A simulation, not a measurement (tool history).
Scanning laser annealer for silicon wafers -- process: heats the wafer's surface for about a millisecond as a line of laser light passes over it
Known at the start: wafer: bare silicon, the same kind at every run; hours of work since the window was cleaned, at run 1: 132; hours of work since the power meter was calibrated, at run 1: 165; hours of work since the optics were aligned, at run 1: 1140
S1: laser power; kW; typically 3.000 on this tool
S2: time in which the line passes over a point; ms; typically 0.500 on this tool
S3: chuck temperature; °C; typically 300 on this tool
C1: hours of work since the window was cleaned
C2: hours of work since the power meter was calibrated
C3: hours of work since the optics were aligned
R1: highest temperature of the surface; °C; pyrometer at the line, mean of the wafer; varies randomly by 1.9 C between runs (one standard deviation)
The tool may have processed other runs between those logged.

run   hour     S1     S2   S3   C1   C2    C3    R1
  1    0.0  3.000  0.500  300  132  165  1140  1126
  2    5.1  3.000  0.500  300  135  168  1143  1126
  3   11.2  3.000  0.500  300  138  171  1147  1125
  4   19.7  3.000  0.500  300  143  176  1151  1128
  5   28.4  3.000  0.500  300  148  181  1156  1127
  6   39.7  3.000  0.500  300  154  187  1162  1123
  7   45.9  3.000  0.500  300  158  191  1166  1125
  8   54.1  3.000  0.500  300  162  195  1171  1128
  9   62.5  3.000  0.500  300  167  200  1175  1124
 10   72.0  3.000  0.500  300  172  205  1181  1123
 11   79.8  3.000  0.500  300  176  210  1185  1126
 12   84.7  3.000  0.500  300  179  212  1188  1124
 13   93.7  3.000  0.500  300  184  217  1193  1122
 14  101.6  3.000  0.500  300  189  222  1197  1125
 15  109.5  3.000  0.500  300  193  226  1201  1122
 16  115.6  3.000  0.500  300  196  230  1205  1124
 17  124.7  3.000  0.500  271  201  235  1210  1093
 18  134.2  3.000  0.500  271  207  240  1215  1092
 19  139.2  3.000  0.526  271  210  243  1218  1113
 20  144.2  3.000  0.526  271  212  246  1221  1114
 21  152.8  3.000  0.526  271  217  250  1226  1116
 22  161.9  3.000  0.526  302  222  255  1231  1147
 23  170.5  3.000  0.526  302  227  260  1235  1146
 24  179.7  2.685  0.504  323  232  265  1241  1054
 25  188.7  2.685  0.592  323  237  270  1246  1123
 26  196.6  3.143  0.509  300  242  275  1250  1168
 27  208.3  3.143  0.509  300  248  281  1256  1167
 28  213.2  3.143  0.393  300  251  284  1259  1048
 29  224.5  3.143  0.393  300  257  290  1266  1048
 30  232.2  2.984  0.500  321  261  295  1270  1130
 31  238.6  2.734  0.500  339  265  298  1273  1078
     253.9  -- optics aligned, line set to its width
 32  254.6  2.734  0.551  339  271  304     0  1128
 33  265.1  2.734  0.551  339  277  310     6  1130
 34  275.8  2.920  0.574  285  283  316    12  1151
 35  281.6  2.583  0.574  285  286  319    15  1043
 36  288.3  2.618  0.458  314  290  323    19   993
 37  299.5  2.618  0.458  323  296  329    25  1004
 38  307.3  2.903  0.409  339  300  334    30  1049
 39  318.1  2.903  0.409  339  307  340    36  1048
 40  324.8  2.903  0.409  339  310  344    40  1045

Here are 4 independent what-if runs from the current tool condition. What would each one return?
  A  330.2  2.855  0.517  284  313  347  43   ?
  B  330.2  2.692  0.389  316  313  347  43   ?
  C  330.2  2.903  0.454  319  313  347  43   ?
  D  330.2  2.903  0.551  325  313  347  43   ?

run    R1
  A  1079
  B   954
  C  1071
  D  1161
Without the tool's unlogged condition, the same runs would have read:
run    R1
  A  1107
  B   977
  C  1098
  D  1191

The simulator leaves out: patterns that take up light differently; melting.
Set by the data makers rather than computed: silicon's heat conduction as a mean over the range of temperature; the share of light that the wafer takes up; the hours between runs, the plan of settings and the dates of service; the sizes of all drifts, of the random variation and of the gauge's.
